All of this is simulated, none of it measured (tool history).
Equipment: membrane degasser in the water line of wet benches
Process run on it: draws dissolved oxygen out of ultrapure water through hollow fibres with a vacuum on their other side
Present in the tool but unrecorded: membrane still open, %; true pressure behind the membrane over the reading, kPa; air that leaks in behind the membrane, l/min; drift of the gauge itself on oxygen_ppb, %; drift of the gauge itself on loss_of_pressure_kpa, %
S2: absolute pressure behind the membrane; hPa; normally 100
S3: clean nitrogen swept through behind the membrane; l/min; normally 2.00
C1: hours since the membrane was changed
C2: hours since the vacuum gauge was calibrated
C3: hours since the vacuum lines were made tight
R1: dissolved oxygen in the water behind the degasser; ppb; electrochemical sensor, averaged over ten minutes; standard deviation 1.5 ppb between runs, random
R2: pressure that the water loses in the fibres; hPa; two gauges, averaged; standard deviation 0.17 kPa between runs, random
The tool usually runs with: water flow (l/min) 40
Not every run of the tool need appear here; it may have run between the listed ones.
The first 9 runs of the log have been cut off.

run 10 day=65.062 | water_flow_(l/min)=40 S2=100 S3=2.31 | C1=10985 C2=1561 C3=7794 | R1=265.6 R2=281.9
run 11 day=73.012 | water_flow_(l/min)=40 S2=100 S3=2.31 | C1=11175 C2=1752 C3=7985 | R1=266.7 R2=285.6
run 12 day=82.762 | water_flow_(l/min)=40 S2=100 S3=2.31 | C1=11409 C2=1986 C3=8219 | R1=265.2 R2=283.5
run 13 day=90.500 | water_flow_(l/min)=40 S2=100 S3=2.31 | C1=11595 C2=2172 C3=8404 | R1=266.0 R2=280.5
run 14 day=97.129 | water_flow_(l/min)=40 S2=100 S3=2.31 | C1=11754 C2=2331 C3=8563 | R1=264.8 R2=279.2
run 15 day=105.550 | water_flow_(l/min)=40 S2=100 S3=2.31 | C1=11956 C2=2533 C3=8766 | R1=265.6 R2=279.2
run 16 day=112.458 | water_flow_(l/min)=40 S2=100 S3=2.00 | C1=12122 C2=2699 C3=8931 | R1=302.2 R2=282.1
run 17 day=121.925 | water_flow_(l/min)=40 S2=100 S3=2.00 | C1=12349 C2=2926 C3=9159 | R1=300.0 R2=282.3
run 18 day=126.150 | water_flow_(l/min)=46 S2=69 S3=2.94 | C1=12451 C2=3028 C3=9260 | R1=142.8 R2=324.3
run 19 day=134.938 | water_flow_(l/min)=45 S2=127 S3=0.85 | C1=12662 C2=3238 C3=9471 | R1=884.2 R2=316.3
run 20 day=143.379 | water_flow_(l/min)=45 S2=127 S3=0.85 | C1=12864 C2=3441 C3=9673 | R1=873.6 R2=317.1
run 21 day=148.433 | water_flow_(l/min)=45 S2=127 S3=0.85 | C1=12985 C2=3562 C3=9795 | R1=887.4 R2=317.0
run 22 day=155.388 | water_flow_(l/min)=41 S2=116 S3=2.81 | C1=13152 C2=3729 C3=9962 | R1=278.8 R2=290.0
run 23 day=160.742 | water_flow_(l/min)=41 S2=116 S3=2.81 | C1=13281 C2=3858 C3=10090 | R1=280.5 R2=289.8
-- day=164.254 seals of the vacuum lines changed
run 24 day=170.750 | water_flow_(l/min)=39 S2=100 S3=2.00 | C1=13519 C2=4096 C3=156 | R1=293.9 R2=275.1
run 25 day=174.762 | water_flow_(l/min)=36 S2=90 S3=2.00 | C1=13615 C2=4192 C3=252 | R1=236.6 R2=255.4
run 26 day=179.379 | water_flow_(l/min)=40 S2=68 S3=2.00 | C1=13726 C2=4303 C3=363 | R1=165.4 R2=281.9
run 27 day=188.808 | water_flow_(l/min)=39 S2=77 S3=2.32 | C1=13952 C2=4529 C3=589 | R1=174.5 R2=276.5
run 28 day=196.829 | water_flow_(l/min)=54 S2=77 S3=0.97 | C1=14145 C2=4722 C3=782 | R1=464.5 R2=380.9
run 29 day=202.462 | water_flow_(l/min)=60 S2=243 S3=2.00 | C1=14280 C2=4857 C3=917 | R1=1190.5 R2=422.3
run 30 day=211.167 | water_flow_(l/min)=60 S2=243 S3=1.01 | C1=14489 C2=5066 C3=1126 | R1=1906.6 R2=425.4
run 31 day=217.654 | water_flow_(l/min)=49 S2=166 S3=1.26 | C1=14645 C2=5222 C3=1282 | R1=966.7 R2=347.2
run 32 day=226.675 | water_flow_(l/min)=49 S2=166 S3=1.26 | C1=14861 C2=5438 C3=1498 | R1=961.5 R2=343.4

3 ways to go on from here, each from the tool as it stands after run 32. What would each give?
run A day=233.196 | water_flow_(l/min)=38 S2=100 S3=2.00 | C1=15018 C2=5595 C3=1655 | R1=? R2=?
run B day=233.196 | water_flow_(l/min)=35 S2=110 S3=3.90 | C1=15018 C2=5595 C3=1655 | R1=? R2=?
run C day=233.196 | water_flow_(l/min)=60 S2=166 S3=1.26 | C1=15018 C2=5595 C3=1655 | R1=? R2=?

run=A R1=286.4 R2=267.4
run=B R1=167.4 R2=244.8
run=C R1=1118.2 R2=425.4
Had the tool no hidden state, the same runs would have come out as:
run=A R1=286.1 R2=266.8
run=B R1=167.2 R2=244.3
run=C R1=1117.7 R2=424.5

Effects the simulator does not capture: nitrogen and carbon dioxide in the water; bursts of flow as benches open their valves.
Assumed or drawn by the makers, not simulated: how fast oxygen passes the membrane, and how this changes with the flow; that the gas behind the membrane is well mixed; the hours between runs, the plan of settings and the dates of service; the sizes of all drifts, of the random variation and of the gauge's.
